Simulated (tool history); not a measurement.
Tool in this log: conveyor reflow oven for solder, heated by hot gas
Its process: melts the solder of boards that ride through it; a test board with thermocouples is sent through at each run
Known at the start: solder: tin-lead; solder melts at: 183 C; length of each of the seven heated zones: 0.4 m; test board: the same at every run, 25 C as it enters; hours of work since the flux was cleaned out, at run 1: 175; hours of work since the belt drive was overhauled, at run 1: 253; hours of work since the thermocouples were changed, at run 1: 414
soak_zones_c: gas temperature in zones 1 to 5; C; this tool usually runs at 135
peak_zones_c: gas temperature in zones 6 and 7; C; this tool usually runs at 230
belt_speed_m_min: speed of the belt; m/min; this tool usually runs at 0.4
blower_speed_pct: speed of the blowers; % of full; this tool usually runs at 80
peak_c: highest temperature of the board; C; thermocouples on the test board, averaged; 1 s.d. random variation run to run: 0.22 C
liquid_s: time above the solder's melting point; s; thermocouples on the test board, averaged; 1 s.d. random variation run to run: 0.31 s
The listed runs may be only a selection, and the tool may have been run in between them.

| run | hour | soak_zones_c | peak_zones_c | belt_speed_m_min | blower_speed_pct | hours of work since the flux was cleaned out | hours of work since the belt drive was overhauled | hours of work since the thermocouples were changed | peak_c | liquid_s |
|---|---|---|---|---|---|---|---|---|---|---|
| 1 | 0 | 135 | 230 | 0.4 | 80 | 175 | 253 | 414 | 217.7 | 90.7 |
| 2 | 4.2 | 124 | 230 | 0.4 | 80 | 178 | 256 | 417 | 216.4 | 84.3 |
| 3 | 13.3 | 124 | 230 | 0.4 | 80 | 184 | 262 | 423 | 216.3 | 84.3 |
| 4 | 20.5 | 124 | 230 | 0.4 | 80 | 188 | 267 | 427 | 216.2 | 83.9 |
| 5 | 26.6 | 124 | 230 | 0.4 | 80 | 192 | 271 | 431 | 216.3 | 84.1 |
| 6 | 36.3 | 135 | 230 | 0.4 | 80 | 199 | 277 | 438 | 217 | 91.3 |
| 7 | 41.6 | 135 | 230 | 0.4 | 75 | 202 | 280 | 441 | 216.1 | 89.7 |
| 8 | 48.7 | 135 | 230 | 0.4 | 75 | 207 | 285 | 446 | 216.9 | 89.1 |
| 9 | 55.2 | 135 | 230 | 0.4 | 75 | 211 | 289 | 450 | 216.1 | 89.1 |
| 10 | 60.5 | 135 | 230 | 0.4 | 80 | 214 | 293 | 453 | 217.9 | 90.9 |
| 11 | 67.5 | 135 | 230 | 0.4 | 80 | 219 | 297 | 458 | 217.2 | 90.8 |
| 12 | 72.9 | 135 | 238 | 0.4 | 80 | 223 | 301 | 461 | 224 | 97.7 |
| 13 | 79.5 | 135 | 238 | 0.4 | 80 | 227 | 305 | 466 | 224.5 | 98.1 |
| 14 | 88 | 135 | 230 | 0.377 | 80 | 232 | 311 | 471 | 218.7 | 98.6 |
| 15 | 93 | 135 | 235 | 0.4 | 80 | 236 | 314 | 474 | 222.2 | 95.2 |
| 16 | 96.9 | 135 | 235 | 0.4 | 80 | 238 | 316 | 477 | 221.4 | 95.2 |
| 17 | 105.9 | 130 | 230 | 0.4 | 80 | 244 | 322 | 483 | 216.6 | 87.1 |
| 18 | 114.3 | 130 | 230 | 0.4 | 80 | 249 | 328 | 488 | 216.3 | 87 |
| 19 | 122 | 130 | 230 | 0.4 | 80 | 254 | 333 | 493 | 216 | 87.1 |
| 20 | 130.9 | 130 | 230 | 0.4 | 80 | 260 | 338 | 499 | 216.3 | 86.8 |
| 21 | 135.5 | 130 | 230 | 0.4 | 80 | 263 | 341 | 502 | 216.1 | 86.6 |
| 22 | 139.8 | 130 | 230 | 0.4 | 80 | 266 | 344 | 505 | 216.2 | 87.1 |
| 23 | 149.2 | 143 | 230 | 0.4 | 80 | 272 | 350 | 511 | 217.8 | 95.7 |
| 24 | 155.4 | 143 | 229 | 0.391 | 66 | 276 | 354 | 515 | 214.9 | 92.7 |

Predict each of these 4 candidate next runs independently; none follows another, all start after run 24:
| A | 159.4 | 134 | 229 | 0.363 | 88 | 279 | 357 | 518 | ? | ? |
| B | 159.4 | 131 | 227 | 0.383 | 80 | 279 | 357 | 518 | ? | ? |
| C | 159.4 | 135 | 226 | 0.422 | 71 | 279 | 357 | 518 | ? | ? |
| D | 159.4 | 143 | 229 | 0.465 | 66 | 279 | 357 | 518 | ? | ? |

| run | peak_c | liquid_s |
|---|---|---|
| A | 219.3 | 104.2 |
| B | 214.8 | 90.2 |
| C | 209.4 | 75.4 |
| D | 209.5 | 70.3 |
Without the tool's unlogged condition, the same runs would have read:
| run | peak_c | liquid_s |
|---|---|---|
| A | 222.3 | 107.8 |
| B | 218 | 94.5 |
| C | 212.6 | 80.1 |
| D | 212.6 | 74.7 |
